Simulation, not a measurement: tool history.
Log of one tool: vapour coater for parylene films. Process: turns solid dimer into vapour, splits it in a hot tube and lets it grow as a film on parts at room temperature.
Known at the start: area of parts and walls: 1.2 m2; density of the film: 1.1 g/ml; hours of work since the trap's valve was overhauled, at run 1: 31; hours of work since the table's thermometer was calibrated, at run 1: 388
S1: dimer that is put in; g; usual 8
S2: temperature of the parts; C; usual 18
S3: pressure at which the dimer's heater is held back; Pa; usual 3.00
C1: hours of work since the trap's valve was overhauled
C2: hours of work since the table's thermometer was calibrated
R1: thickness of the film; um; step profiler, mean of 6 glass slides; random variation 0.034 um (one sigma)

{"run": 1, "hour": 0.0, "S1": 8, "S2": 18, "S3": 3.0, "C1": 31, "C2": 388, "R1": 3.52}
{"run": 2, "hour": 16.5, "S1": 8, "S2": 18, "S3": 3.0, "C1": 44, "C2": 401, "R1": 3.49}
{"run": 3, "hour": 56.6, "S1": 8, "S2": 18, "S3": 3.0, "C1": 76, "C2": 432, "R1": 3.5}
{"run": 4, "hour": 90.3, "S1": 8, "S2": 18, "S3": 3.0, "C1": 103, "C2": 459, "R1": 3.53}
{"run": 5, "hour": 108.1, "S1": 8, "S2": 18, "S3": 3.0, "C1": 117, "C2": 473, "R1": 3.56}
{"run": 6, "hour": 144.2, "S1": 8, "S2": 18, "S3": 3.0, "C1": 146, "C2": 502, "R1": 3.51}
{"run": 7, "hour": 175.1, "S1": 8, "S2": 18, "S3": 3.0, "C1": 170, "C2": 527, "R1": 3.52}
{"run": 8, "hour": 216.2, "S1": 12, "S2": 18, "S3": 3.0, "C1": 203, "C2": 559, "R1": 5.21}
{"run": 9, "hour": 247.2, "S1": 5, "S2": 18, "S3": 3.0, "C1": 227, "C2": 584, "R1": 2.2}
{"run": 10, "hour": 274.9, "S1": 8, "S2": 12, "S3": 3.0, "C1": 249, "C2": 606, "R1": 3.83}
{"run": 11, "hour": 308.5, "S1": 8, "S2": 12, "S3": 3.0, "C1": 276, "C2": 632, "R1": 3.83}
{"run": 12, "hour": 343.7, "S1": 8, "S2": 14, "S3": 3.0, "C1": 304, "C2": 660, "R1": 3.69}
{"run": 13, "hour": 374.7, "S1": 8, "S2": 14, "S3": 3.0, "C1": 329, "C2": 685, "R1": 3.8}
{"run": 14, "hour": 408.6, "S1": 8, "S2": 14, "S3": 3.0, "C1": 355, "C2": 712, "R1": 3.68}
{"run": 15, "hour": 443.1, "S1": 8, "S2": 14, "S3": 5.21, "C1": 383, "C2": 739, "R1": 3.61}
{"run": 16, "hour": 483.0, "S1": 8, "S2": 26, "S3": 5.21, "C1": 415, "C2": 771, "R1": 2.93}
{"run": 17, "hour": 513.1, "S1": 8, "S2": 26, "S3": 5.21, "C1": 438, "C2": 795, "R1": 3.01}
{"run": 18, "hour": 543.3, "S1": 12, "S2": 26, "S3": 5.21, "C1": 462, "C2": 819, "R1": 4.46}
{"run": 19, "hour": 584.4, "S1": 12, "S2": 26, "S3": 5.21, "C1": 495, "C2": 851, "R1": 4.51}
{"run": 20, "hour": 610.2, "S1": 12, "S2": 26, "S3": 5.21, "C1": 515, "C2": 872, "R1": 4.5}
{"run": 21, "hour": 642.3, "S1": 12, "S2": 26, "S3": 5.21, "C1": 541, "C2": 897, "R1": 4.5}
{"run": 22, "hour": 665.0, "S1": 12, "S2": 26, "S3": 5.21, "C1": 559, "C2": 915, "R1": 4.48}
{"run": 23, "hour": 706.0, "S1": 8, "S2": 18, "S3": 3.0, "C1": 591, "C2": 948, "R1": 3.54}
{"run": 24, "hour": 734.9, "S1": 8, "S2": 18, "S3": 3.0, "C1": 614, "C2": 971, "R1": 3.49}
{"hour": 744.2, "done": "trap's valve overhauled"}
{"run": 25, "hour": 776.2, "S1": 8, "S2": 18, "S3": 3.0, "C1": 25, "C2": 1000, "R1": 3.58}
{"run": 26, "hour": 795.4, "S1": 3, "S2": 26, "S3": 2.68, "C1": 41, "C2": 1016, "R1": 1.18}
{"run": 27, "hour": 813.6, "S1": 3, "S2": 26, "S3": 2.68, "C1": 55, "C2": 1030, "R1": 1.17}
{"run": 28, "hour": 839.6, "S1": 3, "S2": 26, "S3": 2.68, "C1": 76, "C2": 1051, "R1": 1.18}
{"run": 29, "hour": 875.7, "S1": 8, "S2": 24, "S3": 11.81, "C1": 104, "C2": 1079, "R1": 2.95}

Forecast run 30:
{"run": 30, "hour": 908.4, "S1": 3, "S2": 16, "S3": 2.87, "C1": 130, "C2": 1105, "R1": "?"}

R1: 1.34 um
Without the tool's hidden state the same run would have given R1 1.34 um.
